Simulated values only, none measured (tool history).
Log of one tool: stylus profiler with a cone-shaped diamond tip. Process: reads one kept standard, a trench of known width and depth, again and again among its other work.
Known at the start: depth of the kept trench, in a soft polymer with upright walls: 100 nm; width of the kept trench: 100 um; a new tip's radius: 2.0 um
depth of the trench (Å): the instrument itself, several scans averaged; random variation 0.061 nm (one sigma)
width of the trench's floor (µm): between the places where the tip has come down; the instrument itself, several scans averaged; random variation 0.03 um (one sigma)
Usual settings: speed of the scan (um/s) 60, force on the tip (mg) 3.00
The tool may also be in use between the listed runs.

run	hour	speed of the scan (um/s)	force on the tip (mg)	depth of the trench (Å)	width of the trench's floor (µm)
1	0.0	60	3.00	1018.3	98.59
2	9.8	60	3.00	1018.5	98.55
3	27.5	60	3.00	1017.3	98.57
4	38.9	60	7.23	1032.3	98.66
5	49.7	100	3.00	1016.9	98.52
6	59.2	76	3.00	1017.0	98.67
7	76.6	76	3.00	1018.1	98.58
8	93.6	76	3.00	1016.9	98.59
9	110.5	76	3.00	1017.7	98.59
10	125.5	76	3.00	1017.4	98.58
11	135.7	76	4.63	1023.2	98.62
12	145.8	76	4.63	1023.6	98.61
13	158.2	76	4.63	1023.8	98.61
14	166.2	60	3.00	1017.8	98.56
15	184.2	60	3.00	1017.7	98.66
16	196.9	48	8.73	1036.0	98.69
17	207.9	31	5.58	1027.7	98.67
18	222.7	19	5.84	1027.6	98.72
19	234.2	60	1.68	1013.0	98.55
20	244.7	60	1.68	1012.8	98.57
21	254.9	51	7.25	1032.9	98.69
22	263.4	56	4.66	1024.1	98.64
23	279.3	32	6.03	1028.3	98.73
24	291.7	84	3.84	1020.4	98.59
25	306.1	93	6.83	1030.6	98.62
26	313.9	93	6.83	1030.6	98.61
27	330.1	93	6.83	1030.3	98.61

Run 28 comes next. What will it give?
28	342.3	60	1.98	?	?

depth of the trench (Å): 1012.0
width of the trench's floor (µm): 98.58
Without the tool's hidden state the same run would have given depth of the trench (Å) 1012.2, width of the trench's floor (µm) 98.58.
